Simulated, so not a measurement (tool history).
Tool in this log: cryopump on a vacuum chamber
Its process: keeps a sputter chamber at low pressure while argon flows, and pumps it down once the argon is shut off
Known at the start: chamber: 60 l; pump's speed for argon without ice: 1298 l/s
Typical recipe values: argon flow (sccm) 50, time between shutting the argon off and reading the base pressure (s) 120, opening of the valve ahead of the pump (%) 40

run,hour,argon flow (sccm),time between shutting the argon off and reading the base pressure (s),opening of the valve ahead of the pump (%),pressure while argon flows (Pa),pressure after the wait (uPa)
1,0,50,120,40,0.164,2.69
2,59.9,50,120,40,0.1662,2.73
3,109.2,50,120,40,0.1687,2.84
4,187.1,50,120,40,0.1701,3.03
5,271.7,50,120,40,0.1753,3.16
6,377.4,50,120,40,0.1793,3.55
7,437.4,50,120,40,0.1828,3.78
8,497.5,50,120,40,0.1874,3.91
9,559.1,50,29,33,0.2257,5.57
# hour 571.4: pump warmed up, emptied and cooled again
10,658.8,50,29,33,0.1994,4.78
11,768,50,22,40,0.1713,5.73
12,828.2,50,22,15,0.4438,5.76
13,919.4,50,288,33,0.2119,3.52
14,980,80,26,34,0.3345,5.65
15,1057.7,50,153,40,0.1852,4.23

Below are 5 alternative next runs, each starting from the tool's condition after run 15. Predict each:
A,1146,24,99,40,?,?
B,1146,50,36,40,?,?
C,1146,98,120,40,?,?
D,1146,64,142,33,?,?
E,1146,50,76,47,?,?

run,pressure while argon flows (Pa),pressure after the wait (uPa)
A,0.0912,4.81
B,0.1908,5.85
C,0.3737,4.73
D,0.2876,4.75
E,0.1672,4.88
The same runs, with their run-to-run variation unchanged, on a tool lacking any hidden condition would have given:
run,pressure while argon flows (Pa),pressure after the wait (uPa)
A,0.0779,0.79
B,0.1628,1.84
C,0.319,0.73
D,0.2519,0.67
E,0.1393,0.95

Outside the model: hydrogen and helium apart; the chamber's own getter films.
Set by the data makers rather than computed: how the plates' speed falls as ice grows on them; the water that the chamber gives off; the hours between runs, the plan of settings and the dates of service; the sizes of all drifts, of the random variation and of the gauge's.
